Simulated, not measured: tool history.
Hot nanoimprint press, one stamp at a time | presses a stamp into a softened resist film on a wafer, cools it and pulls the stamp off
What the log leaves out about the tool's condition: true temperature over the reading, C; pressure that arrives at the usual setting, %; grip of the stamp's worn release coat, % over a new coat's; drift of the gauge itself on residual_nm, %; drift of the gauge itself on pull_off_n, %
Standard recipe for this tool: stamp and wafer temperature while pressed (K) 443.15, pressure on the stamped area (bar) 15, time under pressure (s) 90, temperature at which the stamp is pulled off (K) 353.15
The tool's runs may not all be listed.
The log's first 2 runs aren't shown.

run    day  stamp and wafer temperature while pressed (K)  pressure on the stamped area (bar)  time under pressure (s)  temperature at which the stamp is pulled off (K)  hours of work since the thermocouple was calibrated  imprints on the stamp's release coat  hours of work since the press's seals were changed  resist left under the stamp's widest pad (angstrom)  greatest force while the stamp is pulled off (N)
  3  0.958                                         443.15                                  15                       90                                            353.15                                                  360                                   984                                                  51                                                 1572                                               225
  4  1.421                                         443.15                                  15                       90                                            353.15                                                  367                                  1027                                                  57                                                 1575                                               224
  5  1.733                                         443.15                                  15                       90                                            353.15                                                  371                                  1056                                                  61                                                 1568                                               225
  6  2.154                                         450.15                                  15                       90                                            353.15                                                  377                                  1095                                                  67                                                 1149                                               219
     2.438  -- plate thermocouple calibrated
  7  2.892                                         443.15                                 9.1                       90                                            353.15                                                    6                                  1152                                                  75                                                 1990                                               221
  8  3.554                                         443.15                                 9.1                       90                                            353.15                                                   15                                  1213                                                  84                                                 1981                                               226
     4.038  -- plate thermocouple calibrated, once more
  9  4.221                                         443.15                                 9.1                       90                                            353.15                                                    3                                  1264                                                  92                                                 1834                                               222
 10  4.679                                         443.15                                 9.1                       90                                            353.15                                                    9                                  1306                                                  98                                                 1812                                               215
     5.196  -- stamp cleaned and given a new release coat
 11  5.654                                         443.15                                 9.1                       90                                            353.15                                                   19                                    42                                                 108                                                 1829                                               193
 12  6.158                                         443.15                                 9.1                       90                                            353.15                                                   25                                    89                                                 114                                                 1849                                               195
 13  6.721                                         443.15                                 9.1                       90                                            353.15                                                   33                                   141                                                 122                                                 1841                                               194
 14  7.446                                         443.15                                18.2                       90                                            353.15                                                   43                                   209                                                 132                                                 1366                                               192
 15   7.85                                         443.15                                18.2                       90                                            353.15                                                   48                                   246                                                 137                                                 1354                                               209
 16  8.171                                         443.15                                18.2                       90                                            353.15                                                   53                                   276                                                 142                                                 1351                                               197
 17  8.742                                         443.15                                23.5                       90                                            345.15                                                   61                                   329                                                 150                                                 1197                                               229

Run 18 is up next; what results do you expect?
 18  9.242                                         432.15                                  15                       48                                            353.15                                                   67                                   375                                                 156                                                    ?                                                 ?

{"run 18": {"resist left under the stamp's widest pad (angstrom)": 2712, "greatest force while the stamp is pulled off (N)": 201}}
Had the tool carried no hidden state, the very same run would have given resist left under the stamp's widest pad (angstrom) 2713, greatest force while the stamp is pulled off (N) 193.
